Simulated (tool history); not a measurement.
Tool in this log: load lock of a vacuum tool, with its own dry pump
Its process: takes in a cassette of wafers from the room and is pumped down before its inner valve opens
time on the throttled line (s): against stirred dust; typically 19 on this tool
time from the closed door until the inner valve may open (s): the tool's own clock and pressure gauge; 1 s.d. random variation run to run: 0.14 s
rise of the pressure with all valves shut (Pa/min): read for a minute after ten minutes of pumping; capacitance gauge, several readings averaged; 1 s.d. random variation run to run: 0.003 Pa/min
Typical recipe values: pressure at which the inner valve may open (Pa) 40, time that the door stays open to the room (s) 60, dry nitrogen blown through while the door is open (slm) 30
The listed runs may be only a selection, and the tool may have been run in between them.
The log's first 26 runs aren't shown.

run     hour  time on the throttled line (s)  pressure at which the inner valve may open (Pa)  time that the door stays open to the room (s)  dry nitrogen blown through while the door is open (slm)  incoming humidity of the room's air, %  time from the closed door until the inner valve may open (s)  rise of the pressure with all valves shut (Pa/min)
 27  10569.3                              24                                               40                                             60                                                       30                                    41.9                                                          32.4                                               0.119
 28  10830.4                              24                                               40                                            121                                                       30                                    42.6                                                          32.7                                               0.151
 29  11264.9                              19                                               37                                             60                                                       20                                    48.7                                                          29.2                                               0.148
 30  11792.6                              19                                               37                                             60                                                       20                                    41.3                                                          28.9                                               0.151
 31  12271.4                              19                                               40                                             60                                                       43                                    46.9                                                          28.9                                               0.145
     12464.7  -- dry pump taken out, an overhauled one fitted
 32  12806.9                              19                                               40                                             60                                                       43                                    44.3                                                          26.7                                               0.151
 33  13063.4                              19                                               40                                             60                                                       43                                    45.7                                                          27.0                                               0.174
 34  13345.5                              31                                               28                                             60                                                       30                                    44.5                                                          37.2                                               0.177
 35  13886.6                              31                                               28                                             60                                                       30                                    47.3                                                          37.6                                               0.197
 36  14113.3                              15                                               74                                             97                                                        6                                    48.2                                                          22.7                                               0.252
 37  14443.1                              12                                               74                                             97                                                       34                                    44.3                                                          20.5                                               0.214

Consider 4 possible next runs. They are alternatives, not a sequence: every one starts from the tool as it was left by run 37. What does each give?
  A  14831.9                              12                                               42                                            165                                                       26                                    46.6                                                             ?                                                   ?
  B  14831.9                              19                                               50                                            204                                                        5                                    44.4                                                             ?                                                   ?
  C  14831.9                              20                                               74                                             97                                                       34                                    46.3                                                             ?                                                   ?
  D  14831.9                              19                                               40                                            166                                                       30                                    46.7                                                             ?                                                   ?

run  time from the closed door until the inner valve may open (s)  rise of the pressure with all valves shut (Pa/min)
  A                                                          21.3                                               0.259
  B                                                          27.1                                               0.316
  C                                                          26.9                                               0.224
  D                                                          27.3                                               0.251
Without the tool's hidden state the same runs would have given:
run  time from the closed door until the inner valve may open (s)  rise of the pressure with all valves shut (Pa/min)
  A                                                          20.9                                               0.097
  B                                                          26.8                                               0.151
  C                                                          26.6                                               0.060
  D                                                          26.9                                               0.089
